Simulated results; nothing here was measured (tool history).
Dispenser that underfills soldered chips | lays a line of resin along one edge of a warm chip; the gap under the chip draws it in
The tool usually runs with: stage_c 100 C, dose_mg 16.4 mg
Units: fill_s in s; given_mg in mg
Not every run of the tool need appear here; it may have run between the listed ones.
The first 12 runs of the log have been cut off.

run,day,stage_c,dose_mg,fill_s,given_mg
13,4.912,104,16.4,34.8,14.89
# day 5.008: new syringe of resin
14,5.342,104,16.4,24,14.93
15,5.612,104,16.4,35.8,14.84
# day 5.65: new syringe of resin
16,5.921,87,16.4,34.2,14.71
# day 6.329: new syringe of resin
17,6.438,102,16.4,17.3,14.58
# day 6.604: dispensing valve cleaned and set on the balance
18,6.875,102,16.4,32.8,16.46
# day 7.054: new syringe of resin
19,7.221,102,16.4,18.7,16.22
# day 7.708: new syringe of resin
20,7.812,96,17.7,20,17.46
# day 8.367: new syringe of resin
21,8.383,87,14.9,23.2,14.61
22,8.779,103,19.9,27,19.15
# day 9.017: new syringe of resin
23,9.317,112,20,18.4,19.19
24,9.6,105,16.3,34.6,15.52
# day 9.675: new syringe of resin
25,10.058,86,15.1,43.1,14.27
# day 10.338: new syringe of resin
26,10.538,86,15.1,31.3,14.2
27,10.808,86,15.1,48,14.12
# day 10.983: new syringe of resin
28,11.304,86,15.1,38.3,13.94
# day 11.65: new syringe of resin
29,11.658,109,16.9,12.7,15.57
30,12.154,95,16.4,40,15.03
# day 12.312: new syringe of resin
31,12.479,92,17.4,26.4,15.84
32,12.796,100,15.1,34.4,13.8
# day 12.967: new syringe of resin
33,13.225,86,14,36.5,12.72
34,13.467,86,14,51.8,12.61
# day 13.608: new syringe of resin
35,13.85,86,14,35,12.4

Forecast each of these 4 alternatives for the next run:
# day 14.092: dispensing valve cleaned and set on the balance
A,14.246,104,15.7,?,?
# day 14.092: dispensing valve cleaned and set on the balance
B,14.246,89,15.4,?,?
# day 14.092: dispensing valve cleaned and set on the balance
C,14.246,112,21.2,?,?
# day 14.092: dispensing valve cleaned and set on the balance
D,14.246,107,17.2,?,?

run,fill_s,given_mg
A,36.3,15.78
B,53.5,15.26
C,27.7,21.21
D,32.2,17.16
Stripped of hidden state, with their random variation kept, the same runs would have yielded:
run,fill_s,given_mg
A,14,15.82
B,20.4,15.3
C,10.3,21.27
D,12.3,17.21

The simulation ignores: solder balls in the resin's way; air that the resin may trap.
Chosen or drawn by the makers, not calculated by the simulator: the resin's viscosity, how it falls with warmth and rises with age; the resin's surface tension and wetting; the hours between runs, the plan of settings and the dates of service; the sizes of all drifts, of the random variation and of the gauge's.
